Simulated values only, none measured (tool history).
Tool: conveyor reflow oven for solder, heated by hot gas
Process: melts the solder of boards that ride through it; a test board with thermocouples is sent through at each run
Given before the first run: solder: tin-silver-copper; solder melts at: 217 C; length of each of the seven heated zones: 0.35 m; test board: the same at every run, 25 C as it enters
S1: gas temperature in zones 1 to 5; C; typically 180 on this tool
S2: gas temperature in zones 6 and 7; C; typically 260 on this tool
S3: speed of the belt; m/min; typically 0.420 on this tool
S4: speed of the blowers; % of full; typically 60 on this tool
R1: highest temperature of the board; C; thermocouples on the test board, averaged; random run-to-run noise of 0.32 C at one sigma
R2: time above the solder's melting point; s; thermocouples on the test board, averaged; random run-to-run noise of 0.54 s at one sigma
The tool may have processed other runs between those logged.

run 1 hour=0.0 | S1=180 S2=260 S3=0.420 S4=60 | R1=247.3 R2=74.0
run 2 hour=45.3 | S1=180 S2=260 S3=0.420 S4=60 | R1=247.3 R2=73.3
run 3 hour=64.6 | S1=180 S2=260 S3=0.420 S4=60 | R1=247.3 R2=73.3
run 4 hour=92.7 | S1=180 S2=260 S3=0.420 S4=60 | R1=247.0 R2=74.9
run 5 hour=128.6 | S1=180 S2=260 S3=0.420 S4=60 | R1=246.7 R2=73.0
run 6 hour=173.4 | S1=180 S2=260 S3=0.420 S4=60 | R1=247.1 R2=73.3
run 7 hour=213.3 | S1=180 S2=260 S3=0.420 S4=60 | R1=247.2 R2=74.2
-- hour=225.8 belt drive overhauled, speed set with a stopwatch
run 8 hour=236.5 | S1=180 S2=260 S3=0.420 S4=60 | R1=247.8 R2=74.0
run 9 hour=261.2 | S1=180 S2=260 S3=0.420 S4=60 | R1=247.2 R2=73.8
run 10 hour=297.8 | S1=180 S2=260 S3=0.471 S4=60 | R1=244.1 R2=60.6
run 11 hour=333.1 | S1=180 S2=260 S3=0.471 S4=60 | R1=242.8 R2=61.0
run 12 hour=371.3 | S1=180 S2=260 S3=0.420 S4=60 | R1=246.9 R2=73.2
run 13 hour=404.7 | S1=185 S2=260 S3=0.420 S4=60 | R1=248.0 R2=77.4
run 14 hour=445.8 | S1=185 S2=260 S3=0.420 S4=60 | R1=248.2 R2=76.7
run 15 hour=469.1 | S1=180 S2=260 S3=0.475 S4=60 | R1=244.0 R2=59.1
run 16 hour=491.4 | S1=180 S2=272 S3=0.420 S4=88 | R1=262.4 R2=88.3
-- hour=499.8 flux residue cleaned out of gas plates and filters
run 17 hour=538.5 | S1=180 S2=272 S3=0.420 S4=88 | R1=263.0 R2=88.1
run 18 hour=568.5 | S1=189 S2=260 S3=0.420 S4=51 | R1=246.8 R2=77.7
run 19 hour=602.7 | S1=165 S2=270 S3=0.445 S4=90 | R1=257.8 R2=73.6
run 20 hour=622.1 | S1=179 S2=255 S3=0.420 S4=60 | R1=243.0 R2=67.5
run 21 hour=649.6 | S1=179 S2=255 S3=0.420 S4=60 | R1=242.7 R2=69.2
run 22 hour=669.2 | S1=169 S2=260 S3=0.420 S4=60 | R1=245.4 R2=65.4
run 23 hour=694.8 | S1=183 S2=265 S3=0.436 S4=62 | R1=251.5 R2=76.9
run 24 hour=726.3 | S1=180 S2=260 S3=0.389 S4=60 | R1=249.4 R2=83.6
run 25 hour=759.1 | S1=180 S2=260 S3=0.389 S4=84 | R1=252.6 R2=88.5
run 26 hour=780.6 | S1=175 S2=274 S3=0.352 S4=60 | R1=264.0 R2=102.7
run 27 hour=817.8 | S1=180 S2=260 S3=0.420 S4=84 | R1=250.8 R2=79.8
run 28 hour=854.6 | S1=180 S2=260 S3=0.443 S4=63 | R1=246.8 R2=68.9
run 29 hour=899.9 | S1=165 S2=257 S3=0.420 S4=50 | R1=239.5 R2=54.9
run 30 hour=931.9 | S1=165 S2=257 S3=0.420 S4=50 | R1=239.2 R2=55.9

Here are 4 independent what-if runs from the current tool condition. What would each one return?
run A hour=958.5 | S1=179 S2=263 S3=0.420 S4=50 | R1=? R2=?
run B hour=958.5 | S1=180 S2=268 S3=0.459 S4=87 | R1=? R2=?
run C hour=958.5 | S1=193 S2=257 S3=0.384 S4=50 | R1=? R2=?
run D hour=958.5 | S1=180 S2=259 S3=0.450 S4=80 | R1=? R2=?

run=A R1=247.0 R2=71.7
run=B R1=257.3 R2=76.2
run=C R1=247.0 R2=88.6
run=D R1=248.0 R2=70.3
With the hidden condition removed and each run's random variation left untouched, the same runs would have given:
run=A R1=247.0 R2=71.7
run=B R1=257.3 R2=76.3
run=C R1=247.0 R2=88.6
run=D R1=248.0 R2=70.3
